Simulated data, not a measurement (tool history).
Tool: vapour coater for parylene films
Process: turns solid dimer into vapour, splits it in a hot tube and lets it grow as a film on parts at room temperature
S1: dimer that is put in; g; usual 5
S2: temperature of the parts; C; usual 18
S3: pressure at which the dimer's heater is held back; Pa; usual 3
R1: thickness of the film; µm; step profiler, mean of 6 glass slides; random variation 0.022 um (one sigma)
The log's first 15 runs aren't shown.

{"run": 16, "hour": 174.9, "S1": 5, "S2": 18, "S3": 3.3, "R1": 1.16}
{"run": 17, "hour": 191.0, "S1": 5, "S2": 26, "S3": 3, "R1": 0.82}
{"run": 18, "hour": 207.4, "S1": 3, "S2": 18, "S3": 3, "R1": 0.7}
{"run": 19, "hour": 217.5, "S1": 5, "S2": 30, "S3": 7.08, "R1": 0.59}
{"run": 20, "hour": 226.2, "S1": 5, "S2": 30, "S3": 7.08, "R1": 0.62}
{"run": 21, "hour": 237.7, "S1": 5, "S2": 25, "S3": 6.54, "R1": 0.78}
{"run": 22, "hour": 252.6, "S1": 5, "S2": 25, "S3": 6.54, "R1": 0.82}
{"run": 23, "hour": 263.2, "S1": 5, "S2": 25, "S3": 6.54, "R1": 0.74}
{"run": 24, "hour": 276.8, "S1": 4, "S2": 18, "S3": 3, "R1": 0.94}
{"hour": 281.7, "done": "trap's valve overhauled"}
{"run": 25, "hour": 289.8, "S1": 4, "S2": 13, "S3": 9.41, "R1": 1.06}
{"run": 26, "hour": 304.8, "S1": 4, "S2": 13, "S3": 9.41, "R1": 1.06}
{"run": 27, "hour": 317.4, "S1": 4, "S2": 13, "S3": 9.41, "R1": 1.07}
{"run": 28, "hour": 332.9, "S1": 3, "S2": 19, "S3": 9.41, "R1": 0.6}
{"run": 29, "hour": 347.2, "S1": 5, "S2": 11, "S3": 3, "R1": 1.51}
{"run": 30, "hour": 358.7, "S1": 9, "S2": 11, "S3": 3, "R1": 2.67}
{"run": 31, "hour": 365.9, "S1": 2, "S2": 14, "S3": 3.21, "R1": 0.58}

Run 32 comes next. What will it give?
{"run": 32, "hour": 382.6, "S1": 2, "S2": 18, "S3": 5.32, "R1": "?"}

Run 32 gave R1 0.45 µm.
Without the tool's hidden state the same run would have given R1 0.45 µm.
